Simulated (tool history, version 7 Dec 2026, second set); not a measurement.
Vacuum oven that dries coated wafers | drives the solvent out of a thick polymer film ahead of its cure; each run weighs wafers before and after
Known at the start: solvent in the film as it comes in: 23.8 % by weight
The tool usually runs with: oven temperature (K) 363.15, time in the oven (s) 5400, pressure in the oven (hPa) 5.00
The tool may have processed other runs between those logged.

run 1 day=0.000 | oven_temperature_(K)=363.15 time_in_the_oven_(s)=5400 pressure_in_the_oven_(hPa)=5.00 | solvent_left_in_the_film_(%)=4.57
run 2 day=3.908 | oven_temperature_(K)=363.15 time_in_the_oven_(s)=5400 pressure_in_the_oven_(hPa)=5.00 | solvent_left_in_the_film_(%)=4.56
run 3 day=7.417 | oven_temperature_(K)=363.15 time_in_the_oven_(s)=5400 pressure_in_the_oven_(hPa)=5.00 | solvent_left_in_the_film_(%)=4.60
run 4 day=10.812 | oven_temperature_(K)=352.15 time_in_the_oven_(s)=5400 pressure_in_the_oven_(hPa)=5.00 | solvent_left_in_the_film_(%)=8.89
run 5 day=15.012 | oven_temperature_(K)=352.15 time_in_the_oven_(s)=5400 pressure_in_the_oven_(hPa)=5.00 | solvent_left_in_the_film_(%)=9.00
run 6 day=19.317 | oven_temperature_(K)=352.15 time_in_the_oven_(s)=5400 pressure_in_the_oven_(hPa)=5.00 | solvent_left_in_the_film_(%)=9.05
-- day=19.696 vacuum gauge cleaned of residue and calibrated
run 7 day=23.883 | oven_temperature_(K)=363.15 time_in_the_oven_(s)=5400 pressure_in_the_oven_(hPa)=6.66 | solvent_left_in_the_film_(%)=4.52
run 8 day=25.800 | oven_temperature_(K)=363.15 time_in_the_oven_(s)=5400 pressure_in_the_oven_(hPa)=6.66 | solvent_left_in_the_film_(%)=4.38
run 9 day=29.267 | oven_temperature_(K)=363.15 time_in_the_oven_(s)=5400 pressure_in_the_oven_(hPa)=6.66 | solvent_left_in_the_film_(%)=4.50
run 10 day=33.517 | oven_temperature_(K)=363.15 time_in_the_oven_(s)=5400 pressure_in_the_oven_(hPa)=6.66 | solvent_left_in_the_film_(%)=4.56
run 11 day=36.833 | oven_temperature_(K)=376.15 time_in_the_oven_(s)=5640 pressure_in_the_oven_(hPa)=5.00 | solvent_left_in_the_film_(%)=0.88
run 12 day=40.158 | oven_temperature_(K)=353.15 time_in_the_oven_(s)=2880 pressure_in_the_oven_(hPa)=6.40 | solvent_left_in_the_film_(%)=12.39
-- day=43.583 oven's thermocouples calibrated
run 13 day=44.788 | oven_temperature_(K)=353.15 time_in_the_oven_(s)=2880 pressure_in_the_oven_(hPa)=6.40 | solvent_left_in_the_film_(%)=13.10
-- day=45.308 vacuum gauge cleaned of residue and calibrated, once more
run 14 day=48.617 | oven_temperature_(K)=353.15 time_in_the_oven_(s)=2880 pressure_in_the_oven_(hPa)=6.40 | solvent_left_in_the_film_(%)=12.68
run 15 day=51.446 | oven_temperature_(K)=363.15 time_in_the_oven_(s)=5400 pressure_in_the_oven_(hPa)=11.35 | solvent_left_in_the_film_(%)=5.18
run 16 day=54.550 | oven_temperature_(K)=363.15 time_in_the_oven_(s)=5760 pressure_in_the_oven_(hPa)=5.00 | solvent_left_in_the_film_(%)=4.28

What does the tool deliver on the next run?
run 17 day=57.146 | oven_temperature_(K)=350.15 time_in_the_oven_(s)=9480 pressure_in_the_oven_(hPa)=9.22 | solvent_left_in_the_film_(%)=?

solvent left in the film (%): 6.57
On a tool with no hidden condition, and with the same random variation, this run would have come out at solvent left in the film (%) 6.46.
